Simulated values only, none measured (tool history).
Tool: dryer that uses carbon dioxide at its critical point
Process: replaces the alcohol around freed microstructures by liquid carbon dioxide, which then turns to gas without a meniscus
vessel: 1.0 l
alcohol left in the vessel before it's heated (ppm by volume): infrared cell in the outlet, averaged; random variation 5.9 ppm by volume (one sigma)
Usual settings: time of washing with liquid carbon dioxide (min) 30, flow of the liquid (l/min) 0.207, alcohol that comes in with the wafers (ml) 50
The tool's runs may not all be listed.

run     day  time of washing with liquid carbon dioxide (min)  flow of the liquid (l/min)  alcohol that comes in with the wafers (ml)  alcohol left in the vessel before it's heated (ppm by volume)
  1       0                                                30                       0.207                                          50                                                            333
  2   1.096                                                30                       0.207                                          50                                                            339
  3   2.183                                                30                       0.207                                          50                                                            351
  4   3.062                                                30                       0.207                                          50                                                            357
  5   3.692                                                30                       0.207                                          50                                                            368
  6   4.996                                                30                       0.207                                          50                                                            376
  7   6.054                                                30                       0.207                                          50                                                            365
  8   6.833                                                30                       0.207                                          50                                                            368
  9   7.979                                                20                       0.207                                          50                                                           1691
 10     8.6                                                20                       0.207                                          50                                                           1681
 11   9.183                                                20                       0.207                                          50                                                           1730
 12  10.317                                                20                       0.207                                          50                                                           1737
 13  11.467                                                20                       0.207                                          50                                                           1737
 14  12.638                                                30                       0.185                                          50                                                            614
 15  13.817                                                30                       0.185                                          50                                                            639
 16  14.675                                                30                       0.185                                          50                                                            611
 17  15.254                                                30                       0.185                                          50                                                            611
 18  15.846                                                30                       0.185                                          50                                                            472
 19  16.521                                                45                       0.217                                          50                                                            132
 20  17.738                                                33                       0.234                                          50                                                            165
 21  18.675                                                33                       0.234                                          50                                                            169
 22  19.233                                                30                       0.161                                          75                                                           1121
 23  20.479                                                30                       0.161                                         101                                                           1536
 24  21.479                                                30                       0.161                                         101                                                           1557
 25  22.058                                                30                       0.224                                          93                                                            368
 26  22.596                                                39                       0.344                                          21                                                            131
 27  23.171                                                21                       0.168                                          21                                                           1042
 28  24.367                                                27                       0.168                                          21                                                            520
 29  25.404                                                35                       0.254                                          48                                                            144
 30  26.696                                                19                       0.281                                          59                                                            690
 31  27.333                                                40                       0.229                                          28                                                            143
 32  27.875                                                26                       0.137                                          25                                                           1251
 33  29.033                                                26                       0.137                                          25                                                           1296
 34  30.154                                                26                       0.207                                         113                                                           1213
 35  30.775                                                26                       0.207                                         113                                                           1229

Not shown: 1 entry that the log had between the listed runs. Between which runs, and how does the tool's hidden state differ before and after?
Between runs 17 and 18: inlet filter changed (day 15.683)
  flow that reaches the vessel past the clogged filter, %: 92.1 -> 99.9; alcohol in the recycled carbon dioxide, ppm: 108.2 -> 109.5
  measured less the result without the state, alcohol left in the vessel before it's heated (ppm by volume): +266 -> +107
